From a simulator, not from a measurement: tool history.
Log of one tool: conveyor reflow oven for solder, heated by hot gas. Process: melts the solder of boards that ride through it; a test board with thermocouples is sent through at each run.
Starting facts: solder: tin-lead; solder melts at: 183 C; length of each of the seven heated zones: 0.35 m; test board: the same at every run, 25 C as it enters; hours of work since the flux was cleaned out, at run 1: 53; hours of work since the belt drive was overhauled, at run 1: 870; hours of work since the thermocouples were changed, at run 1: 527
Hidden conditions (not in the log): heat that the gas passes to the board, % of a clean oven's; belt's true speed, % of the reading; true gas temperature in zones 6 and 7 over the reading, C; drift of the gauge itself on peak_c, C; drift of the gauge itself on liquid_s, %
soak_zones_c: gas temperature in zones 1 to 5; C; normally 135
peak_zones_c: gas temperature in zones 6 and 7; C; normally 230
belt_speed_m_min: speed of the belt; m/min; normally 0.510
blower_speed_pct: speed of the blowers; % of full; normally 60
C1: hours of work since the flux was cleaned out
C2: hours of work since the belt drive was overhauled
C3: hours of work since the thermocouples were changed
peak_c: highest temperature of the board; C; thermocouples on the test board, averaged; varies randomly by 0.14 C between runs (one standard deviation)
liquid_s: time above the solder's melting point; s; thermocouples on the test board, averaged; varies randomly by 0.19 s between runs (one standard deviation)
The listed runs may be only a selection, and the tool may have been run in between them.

run 1 hour=0.0 | soak_zones_c=135 peak_zones_c=230 belt_speed_m_min=0.510 blower_speed_pct=60 | C1=53 C2=870 C3=527 | peak_c=209.7 liquid_s=52.7
run 2 hour=46.1 | soak_zones_c=135 peak_zones_c=230 belt_speed_m_min=0.510 blower_speed_pct=77 | C1=82 C2=898 C3=556 | peak_c=214.2 liquid_s=59.0
run 3 hour=86.4 | soak_zones_c=135 peak_zones_c=230 belt_speed_m_min=0.510 blower_speed_pct=60 | C1=107 C2=924 C3=581 | peak_c=209.4 liquid_s=52.4
run 4 hour=171.1 | soak_zones_c=135 peak_zones_c=230 belt_speed_m_min=0.510 blower_speed_pct=60 | C1=160 C2=976 C3=634 | peak_c=209.2 liquid_s=52.5
-- hour=225.7 thermocouples of zones 6 and 7 changed
run 5 hour=242.0 | soak_zones_c=135 peak_zones_c=230 belt_speed_m_min=0.510 blower_speed_pct=60 | C1=203 C2=1019 C3=10 | peak_c=209.6 liquid_s=52.5
-- hour=270.7 flux residue cleaned out of gas plates and filters
run 6 hour=311.2 | soak_zones_c=135 peak_zones_c=225 belt_speed_m_min=0.510 blower_speed_pct=60 | C1=25 C2=1059 C3=50 | peak_c=204.8 liquid_s=47.8
run 7 hour=387.3 | soak_zones_c=135 peak_zones_c=230 belt_speed_m_min=0.510 blower_speed_pct=83 | C1=73 C2=1107 C3=98 | peak_c=215.1 liquid_s=59.9
run 8 hour=426.4 | soak_zones_c=135 peak_zones_c=230 belt_speed_m_min=0.510 blower_speed_pct=83 | C1=97 C2=1131 C3=122 | peak_c=215.1 liquid_s=60.0
run 9 hour=478.7 | soak_zones_c=135 peak_zones_c=230 belt_speed_m_min=0.510 blower_speed_pct=83 | C1=130 C2=1164 C3=155 | peak_c=215.1 liquid_s=60.1
run 10 hour=528.4 | soak_zones_c=135 peak_zones_c=230 belt_speed_m_min=0.510 blower_speed_pct=83 | C1=161 C2=1195 C3=186 | peak_c=214.8 liquid_s=60.0
-- hour=538.2 flux residue cleaned out of gas plates and filters, once more
run 11 hour=600.5 | soak_zones_c=135 peak_zones_c=230 belt_speed_m_min=0.504 blower_speed_pct=60 | C1=39 C2=1237 C3=227 | peak_c=210.2 liquid_s=54.0
run 12 hour=664.7 | soak_zones_c=135 peak_zones_c=230 belt_speed_m_min=0.504 blower_speed_pct=60 | C1=79 C2=1277 C3=268 | peak_c=209.9 liquid_s=54.3
run 13 hour=704.7 | soak_zones_c=135 peak_zones_c=230 belt_speed_m_min=0.504 blower_speed_pct=60 | C1=104 C2=1302 C3=292 | peak_c=209.8 liquid_s=53.9
run 14 hour=776.7 | soak_zones_c=135 peak_zones_c=230 belt_speed_m_min=0.510 blower_speed_pct=60 | C1=149 C2=1347 C3=337 | peak_c=209.1 liquid_s=52.8
run 15 hour=841.0 | soak_zones_c=135 peak_zones_c=230 belt_speed_m_min=0.510 blower_speed_pct=60 | C1=189 C2=1387 C3=378 | peak_c=209.1 liquid_s=52.8
-- hour=894.3 flux residue cleaned out of gas plates and filters
run 16 hour=926.2 | soak_zones_c=142 peak_zones_c=230 belt_speed_m_min=0.510 blower_speed_pct=64 | C1=20 C2=1437 C3=428 | peak_c=212.2 liquid_s=59.1
run 17 hour=964.5 | soak_zones_c=142 peak_zones_c=230 belt_speed_m_min=0.510 blower_speed_pct=64 | C1=44 C2=1461 C3=451 | peak_c=212.5 liquid_s=59.4
run 18 hour=1050.4 | soak_zones_c=135 peak_zones_c=222 belt_speed_m_min=0.510 blower_speed_pct=60 | C1=97 C2=1514 C3=505 | peak_c=202.5 liquid_s=44.9
run 19 hour=1106.8 | soak_zones_c=135 peak_zones_c=222 belt_speed_m_min=0.587 blower_speed_pct=70 | C1=133 C2=1549 C3=540 | peak_c=201.0 liquid_s=36.4
run 20 hour=1154.5 | soak_zones_c=143 peak_zones_c=230 belt_speed_m_min=0.510 blower_speed_pct=74 | C1=162 C2=1579 C3=570 | peak_c=214.7 liquid_s=62.5
run 21 hour=1210.6 | soak_zones_c=123 peak_zones_c=233 belt_speed_m_min=0.434 blower_speed_pct=70 | C1=197 C2=1614 C3=605 | peak_c=217.9 liquid_s=69.4
-- hour=1249.2 flux residue cleaned out of gas plates and filters
-- hour=1301.0 belt drive overhauled, speed set with a stopwatch
run 22 hour=1307.7 | soak_zones_c=123 peak_zones_c=233 belt_speed_m_min=0.434 blower_speed_pct=70 | C1=34 C2=4 C3=660 | peak_c=217.8 liquid_s=68.0
-- hour=1315.9 thermocouples of zones 6 and 7 changed
run 23 hour=1388.8 | soak_zones_c=123 peak_zones_c=233 belt_speed_m_min=0.434 blower_speed_pct=70 | C1=83 C2=54 C3=45 | peak_c=217.4 liquid_s=68.1
run 24 hour=1472.9 | soak_zones_c=123 peak_zones_c=233 belt_speed_m_min=0.434 blower_speed_pct=70 | C1=136 C2=106 C3=98 | peak_c=217.6 liquid_s=68.1
run 25 hour=1550.6 | soak_zones_c=129 peak_zones_c=228 belt_speed_m_min=0.411 blower_speed_pct=75 | C1=184 C2=154 C3=146 | peak_c=216.2 liquid_s=74.1
-- hour=1611.8 flux residue cleaned out of gas plates and filters
run 26 hour=1615.4 | soak_zones_c=133 peak_zones_c=233 belt_speed_m_min=0.601 blower_speed_pct=52 | C1=2 C2=192 C3=184 | peak_c=200.8 liquid_s=32.0
run 27 hour=1656.0 | soak_zones_c=135 peak_zones_c=220 belt_speed_m_min=0.510 blower_speed_pct=60 | C1=28 C2=217 C3=209 | peak_c=200.4 liquid_s=41.4
run 28 hour=1696.0 | soak_zones_c=135 peak_zones_c=220 belt_speed_m_min=0.510 blower_speed_pct=68 | C1=52 C2=242 C3=234 | peak_c=202.9 liquid_s=45.5
run 29 hour=1759.5 | soak_zones_c=125 peak_zones_c=220 belt_speed_m_min=0.529 blower_speed_pct=79 | C1=92 C2=282 C3=274 | peak_c=202.9 liquid_s=40.9
run 30 hour=1807.2 | soak_zones_c=135 peak_zones_c=237 belt_speed_m_min=0.510 blower_speed_pct=88 | C1=122 C2=311 C3=303 | peak_c=222.0 liquid_s=65.1

Branching from run 30: 3 alternative next runs. What would each branch give?
run A hour=1874.1 | soak_zones_c=134 peak_zones_c=237 belt_speed_m_min=0.527 blower_speed_pct=51 | C1=164 C2=353 C3=345 | peak_c=? liquid_s=?
run B hour=1874.1 | soak_zones_c=135 peak_zones_c=230 belt_speed_m_min=0.604 blower_speed_pct=89 | C1=164 C2=353 C3=345 | peak_c=? liquid_s=?
run C hour=1874.1 | soak_zones_c=135 peak_zones_c=229 belt_speed_m_min=0.510 blower_speed_pct=61 | C1=164 C2=353 C3=345 | peak_c=? liquid_s=?

run=A peak_c=208.8 liquid_s=47.9
run=B peak_c=210.7 liquid_s=46.1
run=C peak_c=207.9 liquid_s=50.5
What these runs would have given with no unlogged condition in the tool:
run=A peak_c=210.2 liquid_s=49.3
run=B peak_c=212.4 liquid_s=47.4
run=C peak_c=209.4 liquid_s=52.0
